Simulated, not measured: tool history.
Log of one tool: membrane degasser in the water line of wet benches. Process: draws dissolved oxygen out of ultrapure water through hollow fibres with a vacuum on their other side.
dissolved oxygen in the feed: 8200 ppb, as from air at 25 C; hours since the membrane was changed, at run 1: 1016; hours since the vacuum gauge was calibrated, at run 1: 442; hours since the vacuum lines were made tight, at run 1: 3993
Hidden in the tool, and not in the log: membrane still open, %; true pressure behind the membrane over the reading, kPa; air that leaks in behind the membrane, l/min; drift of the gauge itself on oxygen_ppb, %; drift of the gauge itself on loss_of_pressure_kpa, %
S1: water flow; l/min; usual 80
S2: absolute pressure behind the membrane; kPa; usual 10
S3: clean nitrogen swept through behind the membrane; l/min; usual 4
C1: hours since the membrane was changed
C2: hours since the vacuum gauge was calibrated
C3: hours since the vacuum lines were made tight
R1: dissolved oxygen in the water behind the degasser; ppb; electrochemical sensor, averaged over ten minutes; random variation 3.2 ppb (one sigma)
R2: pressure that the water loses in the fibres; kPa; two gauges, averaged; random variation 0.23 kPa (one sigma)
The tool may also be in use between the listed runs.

| run | hour | S1 | S2 | S3 | C1 | C2 | C3 | R1 | R2 |
|---|---|---|---|---|---|---|---|---|---|
| 1 | 0 | 80 | 10 | 4 | 1016 | 442 | 3993 | 320.6 | 60.59 |
| 2 | 33.6 | 80 | 10 | 2.52 | 1050 | 476 | 4027 | 455.9 | 60.3 |
| 3 | 71.1 | 80 | 10 | 2.52 | 1087 | 513 | 4064 | 465 | 60.51 |
| 4 | 119.9 | 80 | 10 | 2.52 | 1136 | 562 | 4113 | 451.2 | 60.33 |
| 5 | 179.6 | 80 | 10 | 2.52 | 1196 | 622 | 4173 | 459.9 | 60.62 |
| 6 | 235 | 64 | 10 | 2.52 | 1251 | 677 | 4228 | 372.1 | 48.15 |
| 7 | 289 | 64 | 10 | 2.52 | 1305 | 731 | 4282 | 371.5 | 48.44 |
|  | 321.6 | seals of the vacuum lines changed |
| 8 | 343.3 | 64 | 10 | 2.52 | 1358 | 783 | 22 | 373.3 | 48.62 |
| 9 | 394.7 | 64 | 10 | 1.76 | 1409 | 835 | 73 | 492.1 | 48.31 |
| 10 | 439.1 | 80 | 14.1 | 8.84 | 1453 | 879 | 118 | 255.4 | 61.18 |
| 11 | 473.2 | 80 | 14.1 | 8.84 | 1488 | 913 | 152 | 256.5 | 60.88 |
| 12 | 511.5 | 105 | 10 | 5.53 | 1526 | 952 | 190 | 337.5 | 79.51 |
| 13 | 538.2 | 105 | 10 | 5.53 | 1553 | 978 | 217 | 341.1 | 80.03 |
| 14 | 594.6 | 80 | 10 | 3.63 | 1609 | 1035 | 273 | 342.9 | 61.13 |
| 15 | 635.6 | 94 | 13.5 | 4 | 1650 | 1076 | 314 | 549.5 | 71.56 |
| 16 | 692.6 | 69 | 12.5 | 4.17 | 1707 | 1133 | 371 | 353.4 | 52.66 |
| 17 | 717 | 69 | 12.5 | 4.17 | 1731 | 1157 | 395 | 353.5 | 52.36 |

How the hidden state differs across the entries between the runs, from the last listed run before each to the first after it:
After run 7, before run 8: seals of the vacuum lines changed (hour 321.6)
  membrane still open, %: 98.9 -> 98.8; air that leaks in behind the membrane, l/min: 0.0207 -> 0.0039
  measured minus no-state result, R1: +3.9 -> +2.9 ppb; R2: +0.56 -> +0.57 kPa

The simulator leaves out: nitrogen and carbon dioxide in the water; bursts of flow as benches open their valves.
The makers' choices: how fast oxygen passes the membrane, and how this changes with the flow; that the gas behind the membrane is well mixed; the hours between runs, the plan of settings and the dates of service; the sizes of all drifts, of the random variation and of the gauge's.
